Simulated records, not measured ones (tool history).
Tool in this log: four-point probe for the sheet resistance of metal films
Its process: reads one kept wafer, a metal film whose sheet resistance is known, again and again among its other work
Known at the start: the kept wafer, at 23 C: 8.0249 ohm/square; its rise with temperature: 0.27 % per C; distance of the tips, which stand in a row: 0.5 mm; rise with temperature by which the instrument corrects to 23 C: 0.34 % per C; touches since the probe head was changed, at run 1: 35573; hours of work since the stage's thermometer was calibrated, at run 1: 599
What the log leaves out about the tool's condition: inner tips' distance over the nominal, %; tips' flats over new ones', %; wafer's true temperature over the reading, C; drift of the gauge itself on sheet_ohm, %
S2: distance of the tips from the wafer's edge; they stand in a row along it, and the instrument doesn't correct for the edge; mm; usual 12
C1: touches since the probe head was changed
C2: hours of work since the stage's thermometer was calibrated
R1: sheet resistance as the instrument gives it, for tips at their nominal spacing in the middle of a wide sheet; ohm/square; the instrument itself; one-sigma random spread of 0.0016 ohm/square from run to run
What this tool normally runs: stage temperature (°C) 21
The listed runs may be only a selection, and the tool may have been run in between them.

run 1 day=0.000 | stage_temperature_(°C)=21 S2=12 | C1=35573 C2=599 | R1=8.029031
run 2 day=3.067 | stage_temperature_(°C)=21 S2=12 | C1=38650 C2=636 | R1=8.027212
run 3 day=5.554 | stage_temperature_(°C)=21 S2=12 | C1=41142 C2=666 | R1=8.027839
run 4 day=8.454 | stage_temperature_(°C)=28 S2=12 | C1=44053 C2=701 | R1=7.985594
run 5 day=11.817 | stage_temperature_(°C)=28 S2=12 | C1=47427 C2=741 | R1=7.983595
run 6 day=13.925 | stage_temperature_(°C)=21 S2=20 | C1=49540 C2=767 | R1=8.018644
run 7 day=15.838 | stage_temperature_(°C)=21 S2=12 | C1=51459 C2=790 | R1=8.021144
run 8 day=18.938 | stage_temperature_(°C)=30 S2=12 | C1=54566 C2=827 | R1=7.966043
run 9 day=21.954 | stage_temperature_(°C)=28 S2=49 | C1=57594 C2=864 | R1=7.972640
run 10 day=23.908 | stage_temperature_(°C)=34 S2=9 | C1=59552 C2=887 | R1=7.949493
run 11 day=27.408 | stage_temperature_(°C)=35 S2=12 | C1=63064 C2=930 | R1=7.940386
run 12 day=28.850 | stage_temperature_(°C)=18 S2=71 | C1=64508 C2=947 | R1=8.033150
run 13 day=32.267 | stage_temperature_(°C)=20 S2=41 | C1=67937 C2=988 | R1=8.016806
run 14 day=33.967 | stage_temperature_(°C)=18 S2=7 | C1=69642 C2=1009 | R1=8.050790
run 15 day=36.621 | stage_temperature_(°C)=18 S2=7 | C1=72305 C2=1041 | R1=8.051786

Forecast each of these 3 alternatives for the next run:
run A day=40.008 | stage_temperature_(°C)=21 S2=12 | C1=75699 C2=1082 | R1=?
run B day=40.008 | stage_temperature_(°C)=23 S2=6 | C1=75699 C2=1082 | R1=?
run C day=40.008 | stage_temperature_(°C)=18 S2=4 | C1=75699 C2=1082 | R1=?

run=A R1=8.013474
run=B R1=8.025134
run=C R1=8.093440
With no hidden state in the tool, these same runs would have given:
run=A R1=8.042708
run=B R1=8.054423
run=C R1=8.122915
